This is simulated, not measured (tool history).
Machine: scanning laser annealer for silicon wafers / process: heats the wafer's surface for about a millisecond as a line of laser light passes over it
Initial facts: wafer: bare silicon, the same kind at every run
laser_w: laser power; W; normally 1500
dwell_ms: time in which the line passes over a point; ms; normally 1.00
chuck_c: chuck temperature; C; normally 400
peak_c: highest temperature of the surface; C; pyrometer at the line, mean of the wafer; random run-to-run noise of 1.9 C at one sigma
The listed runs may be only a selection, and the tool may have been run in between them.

run	hour	laser_w	dwell_ms	chuck_c	peak_c
1	0.0	1500	1.00	400	1217
2	27.8	1500	1.00	383	1199
3	41.6	1500	1.00	386	1199
4	64.8	1500	1.00	400	1216
5	86.8	1500	1.00	400	1215
6	107.1	1500	1.00	400	1217
7	134.3	1491	1.00	420	1230
8	149.9	1491	1.00	420	1230
9	179.0	1500	1.17	440	1325
10	195.8	1500	1.17	440	1331
11	226.8	1500	1.23	400	1311
12	240.9	1500	1.23	400	1313

3 options for the next run, each taken on its own from the tool as it stands now. Forecast them:
A	269.6	1545	0.74	400	?
B	269.6	1500	1.00	362	?
C	269.6	1631	1.00	400	?

run	peak_c
A	1120
B	1178
C	1311
Had the tool no hidden state, the same runs would have come out as:
run	peak_c
A	1121
B	1179
C	1313

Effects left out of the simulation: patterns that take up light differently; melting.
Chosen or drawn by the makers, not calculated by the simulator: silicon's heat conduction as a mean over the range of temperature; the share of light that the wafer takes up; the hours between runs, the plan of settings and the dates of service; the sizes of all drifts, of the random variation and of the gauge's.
